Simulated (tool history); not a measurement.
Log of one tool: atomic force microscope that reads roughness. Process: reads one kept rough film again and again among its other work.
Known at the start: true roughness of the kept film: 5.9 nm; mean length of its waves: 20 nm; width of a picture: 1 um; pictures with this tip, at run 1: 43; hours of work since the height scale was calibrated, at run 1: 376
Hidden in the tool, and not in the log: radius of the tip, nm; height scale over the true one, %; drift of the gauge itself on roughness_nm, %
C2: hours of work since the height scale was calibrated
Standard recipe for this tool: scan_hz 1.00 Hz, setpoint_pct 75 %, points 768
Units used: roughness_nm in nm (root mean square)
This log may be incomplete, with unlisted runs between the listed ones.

run 1 hour=0.0 | scan_hz=1.00 setpoint_pct=75 points=768 | pictures_with_this_tip=43 C2=376 | roughness_nm=2.329
run 2 hour=16.6 | scan_hz=1.00 setpoint_pct=75 points=768 | pictures_with_this_tip=65 C2=383 | roughness_nm=1.948
-- hour=46.1 new tip fitted
run 3 hour=46.1 | scan_hz=1.00 setpoint_pct=74 points=768 | pictures_with_this_tip=0 C2=396 | roughness_nm=3.376
run 4 hour=83.8 | scan_hz=1.00 setpoint_pct=74 points=768 | pictures_with_this_tip=50 C2=414 | roughness_nm=2.097
run 5 hour=112.5 | scan_hz=1.00 setpoint_pct=74 points=768 | pictures_with_this_tip=88 C2=427 | roughness_nm=1.659
-- hour=123.8 new tip fitted
run 6 hour=128.7 | scan_hz=1.19 setpoint_pct=75 points=768 | pictures_with_this_tip=6 C2=434 | roughness_nm=3.131
run 7 hour=156.9 | scan_hz=1.00 setpoint_pct=66 points=768 | pictures_with_this_tip=44 C2=447 | roughness_nm=2.307
run 8 hour=182.1 | scan_hz=1.00 setpoint_pct=75 points=768 | pictures_with_this_tip=77 C2=458 | roughness_nm=1.761
-- hour=201.8 new tip fitted
run 9 hour=217.9 | scan_hz=1.00 setpoint_pct=68 points=768 | pictures_with_this_tip=22 C2=474 | roughness_nm=2.668
run 10 hour=254.4 | scan_hz=1.00 setpoint_pct=68 points=768 | pictures_with_this_tip=70 C2=491 | roughness_nm=1.865
-- hour=279.4 new tip fitted
run 11 hour=290.6 | scan_hz=1.00 setpoint_pct=68 points=768 | pictures_with_this_tip=15 C2=507 | roughness_nm=2.895
run 12 hour=312.5 | scan_hz=0.63 setpoint_pct=75 points=768 | pictures_with_this_tip=44 C2=517 | roughness_nm=2.255
run 13 hour=348.5 | scan_hz=1.00 setpoint_pct=75 points=754 | pictures_with_this_tip=92 C2=534 | roughness_nm=1.574
-- hour=356.6 new tip fitted
run 14 hour=371.3 | scan_hz=1.00 setpoint_pct=75 points=754 | pictures_with_this_tip=19 C2=544 | roughness_nm=2.670
run 15 hour=388.8 | scan_hz=0.80 setpoint_pct=75 points=754 | pictures_with_this_tip=42 C2=552 | roughness_nm=2.173
run 16 hour=409.6 | scan_hz=2.31 setpoint_pct=55 points=754 | pictures_with_this_tip=70 C2=561 | roughness_nm=1.790
-- hour=434.0 new tip fitted
run 17 hour=444.9 | scan_hz=3.91 setpoint_pct=62 points=561 | pictures_with_this_tip=14 C2=577 | roughness_nm=2.581
run 18 hour=463.6 | scan_hz=3.91 setpoint_pct=62 points=561 | pictures_with_this_tip=39 C2=586 | roughness_nm=2.065
run 19 hour=484.3 | scan_hz=3.91 setpoint_pct=62 points=561 | pictures_with_this_tip=66 C2=595 | roughness_nm=1.698
-- hour=512.3 new tip fitted
run 20 hour=516.5 | scan_hz=0.72 setpoint_pct=73 points=392 | pictures_with_this_tip=6 C2=610 | roughness_nm=3.192
run 21 hour=542.2 | scan_hz=2.52 setpoint_pct=88 points=449 | pictures_with_this_tip=40 C2=621 | roughness_nm=1.726
run 22 hour=569.8 | scan_hz=0.69 setpoint_pct=65 points=800 | pictures_with_this_tip=76 C2=634 | roughness_nm=1.829
-- hour=590.3 new tip fitted
run 23 hour=605.3 | scan_hz=0.69 setpoint_pct=65 points=800 | pictures_with_this_tip=20 C2=650 | roughness_nm=2.856
run 24 hour=620.8 | scan_hz=0.60 setpoint_pct=60 points=449 | pictures_with_this_tip=40 C2=657 | roughness_nm=2.345

3 options for the next run, each taken on its own from the tool as it stands now. Forecast them:
run A hour=641.6 | scan_hz=1.31 setpoint_pct=78 points=449 | pictures_with_this_tip=68 C2=667 | roughness_nm=?
run B hour=641.6 | scan_hz=0.91 setpoint_pct=83 points=768 | pictures_with_this_tip=68 C2=667 | roughness_nm=?
run C hour=641.6 | scan_hz=1.42 setpoint_pct=60 points=476 | pictures_with_this_tip=68 C2=667 | roughness_nm=?

run=A roughness_nm=1.719
run=B roughness_nm=1.749
run=C roughness_nm=1.859
Take away the tool's hidden state, keep each run's random variation, and the runs would have read:
run=A roughness_nm=3.256
run=B roughness_nm=3.304
run=C roughness_nm=3.515

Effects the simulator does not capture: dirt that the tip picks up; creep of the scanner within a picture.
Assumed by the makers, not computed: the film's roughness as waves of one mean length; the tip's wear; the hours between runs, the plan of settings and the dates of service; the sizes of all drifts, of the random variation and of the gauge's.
